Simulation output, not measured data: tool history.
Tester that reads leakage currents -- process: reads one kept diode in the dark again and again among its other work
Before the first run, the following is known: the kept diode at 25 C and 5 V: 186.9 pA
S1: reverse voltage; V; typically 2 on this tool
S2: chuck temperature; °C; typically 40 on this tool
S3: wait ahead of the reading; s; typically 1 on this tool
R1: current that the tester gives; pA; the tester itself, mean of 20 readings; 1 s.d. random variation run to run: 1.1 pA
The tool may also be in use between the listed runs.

Run 1, hour 0: usual settings. Result: R1 302.29 pA.
Run 2, hour 15.1: usual settings. Result: R1 302.72 pA.
Run 3, hour 34.1: usual settings but S2 38 °C. Result: R1 260.01 pA.
Run 4, hour 65.6: usual settings but S1 3.48 V, S2 38 °C. Result: R1 358.85 pA.
Run 5, hour 80.5: usual settings but S1 3.48 V, S2 38 °C. Result: R1 356.52 pA.
Run 6, hour 106.6: usual settings but S1 3.48 V, S2 38 °C. Result: R1 357.4 pA.
Run 7, hour 126.8: usual settings but S1 3.48 V, S2 38 °C. Result: R1 357.67 pA.
Run 8, hour 145.8: usual settings but S1 3.48 V, S2 38 °C. Result: R1 356.04 pA.
Run 9, hour 174.5: usual settings. Result: R1 298.46 pA.
Run 10, hour 204.5: usual settings. Result: R1 299.19 pA.
Run 11, hour 224.1: usual settings. Result: R1 300.21 pA.
Run 12, hour 249.6: usual settings but S1 7.99 V. Result: R1 666.32 pA.
Run 13, hour 276.7: usual settings but S1 7.99 V. Result: R1 665.26 pA.
Run 14, hour 306.6: usual settings but S1 1.12 V, S2 53 °C, S3 1.36 s. Result: R1 536.49 pA.
Run 15, hour 332.5: usual settings but S1 1.12 V, S2 53 °C, S3 1.36 s. Result: R1 536.85 pA.
Run 16, hour 358.1: usual settings but S1 1.12 V, S2 53 °C, S3 1.36 s. Result: R1 535.5 pA.
At hour 387.8: chuck's temperature calibrated.
Run 17, hour 390.1: usual settings but S1 3.95 V, S3 2.6 s. Result: R1 517.34 pA.
At hour 395.6: probe card cleaned and baked.
Run 18, hour 417.8: usual settings but S1 3.95 V, S3 2.6 s. Result: R1 518.66 pA.
Run 19, hour 439.4: usual settings but S1 3.95 V, S3 2.6 s. Result: R1 515.17 pA.
Run 20, hour 461.9: usual settings but S2 29 °C, S3 6.22 s. Result: R1 150.01 pA.
Run 21, hour 490.5: usual settings but S2 29 °C, S3 6.22 s. Result: R1 150.8 pA.
Run 22, hour 503.8: usual settings but S2 29 °C, S3 6.22 s. Result: R1 149.83 pA.

Expected results for the next run?
Run 23, hour 535.9: usual settings but S2 29 °C, S3 6.22 s. Result: R1 ?.

R1: 150.91 pA
Without the tool's hidden state the same run would have given R1 152.36 pA.

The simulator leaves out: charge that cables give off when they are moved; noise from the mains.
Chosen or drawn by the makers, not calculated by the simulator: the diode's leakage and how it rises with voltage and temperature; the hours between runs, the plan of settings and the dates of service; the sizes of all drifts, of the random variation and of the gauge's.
